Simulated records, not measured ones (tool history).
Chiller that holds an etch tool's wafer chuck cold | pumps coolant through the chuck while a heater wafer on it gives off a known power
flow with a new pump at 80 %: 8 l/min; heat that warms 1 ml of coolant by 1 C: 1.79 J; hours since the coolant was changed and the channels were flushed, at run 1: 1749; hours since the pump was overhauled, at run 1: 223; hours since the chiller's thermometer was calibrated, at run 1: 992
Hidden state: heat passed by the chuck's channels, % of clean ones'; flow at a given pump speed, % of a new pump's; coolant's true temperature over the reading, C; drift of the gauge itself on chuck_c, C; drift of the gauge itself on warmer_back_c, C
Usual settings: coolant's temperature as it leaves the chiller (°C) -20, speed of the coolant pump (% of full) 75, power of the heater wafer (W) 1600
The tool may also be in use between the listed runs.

| run | hour | coolant's temperature as it leaves the chiller (°C) | speed of the coolant pump (% of full) | power of the heater wafer (W) | hours since the coolant was changed and the channels were flushed | hours since the pump was overhauled | hours since the chiller's thermometer was calibrated | chuck's temperature once it has settled (°C) | how much warmer the coolant comes back (C) |
|---|---|---|---|---|---|---|---|---|---|
| 1 | 0 | -20 | 75 | 1600 | 1749 | 223 | 992 | -3.8 | 7.24 |
| 2 | 17 | -20 | 75 | 922 | 1766 | 240 | 1009 | -10.8 | 4.15 |
| 3 | 42.1 | -20 | 69 | 1600 | 1791 | 265 | 1034 | -2.9 | 7.93 |
| 4 | 78.5 | -20 | 75 | 1600 | 1828 | 302 | 1070 | -3.7 | 7.17 |
| 5 | 108.4 | -20 | 75 | 1600 | 1858 | 332 | 1100 | -4 | 7.21 |
| 6 | 128.1 | -20 | 75 | 1600 | 1877 | 351 | 1120 | -3.7 | 7.29 |
| 7 | 149.3 | -20 | 75 | 1600 | 1898 | 372 | 1141 | -3.7 | 7.25 |
| 8 | 181.1 | -20 | 75 | 1527 | 1930 | 404 | 1173 | -4.4 | 6.88 |
| 9 | 207.8 | -20 | 75 | 1527 | 1957 | 431 | 1199 | -4.5 | 6.9 |
| 10 | 243.7 | -20 | 75 | 1527 | 1993 | 467 | 1235 | -4.3 | 6.91 |
| 11 | 270.4 | -20 | 75 | 1600 | 2019 | 494 | 1262 | -3.7 | 7.25 |
| 12 | 303.2 | -20 | 75 | 1600 | 2052 | 526 | 1295 | -3.7 | 7.3 |
| 13 | 320 | -20 | 75 | 1600 | 2069 | 543 | 1312 | -3.7 | 7.28 |
| 14 | 354.4 | -20 | 75 | 1600 | 2104 | 578 | 1346 | -3.6 | 7.23 |
| 15 | 380.9 | -20 | 75 | 1600 | 2130 | 604 | 1373 | -3.6 | 7.27 |
| 16 | 408.1 | -20 | 75 | 1600 | 2157 | 631 | 1400 | -3.6 | 7.29 |
| 17 | 441.2 | -15 | 88 | 1600 | 2190 | 664 | 1433 | -0.7 | 6.15 |
| 18 | 457.3 | -25 | 75 | 885 | 2206 | 680 | 1449 | -15.9 | 3.99 |
| 19 | 482.7 | -12 | 70 | 1600 | 2232 | 706 | 1474 | 5.4 | 7.87 |
| 20 | 516.2 | -22 | 78 | 1600 | 2265 | 739 | 1508 | -6.1 | 6.99 |
| 21 | 537.8 | -27 | 60 | 1600 | 2287 | 761 | 1530 | -7 | 9.32 |
| 22 | 554.7 | -27 | 82 | 2039 | 2304 | 778 | 1546 | -7.4 | 8.48 |
| 23 | 576.5 | -16 | 84 | 869 | 2326 | 800 | 1568 | -8 | 3.5 |
| 24 | 592.6 | -16 | 84 | 869 | 2342 | 816 | 1584 | -8 | 3.5 |

Forecast run 25:
| 25 | 610 | -13 | 83 | 1600 | 2359 | 833 | 1602 | ? | ? |

Run 25 gave chuck's temperature once it has settled (°C) 2.3, how much warmer the coolant comes back (C) 6.57.
Without the tool's hidden state the same run would have given chuck's temperature once it has settled (°C) 0.8, how much warmer the coolant comes back (C) 6.43.
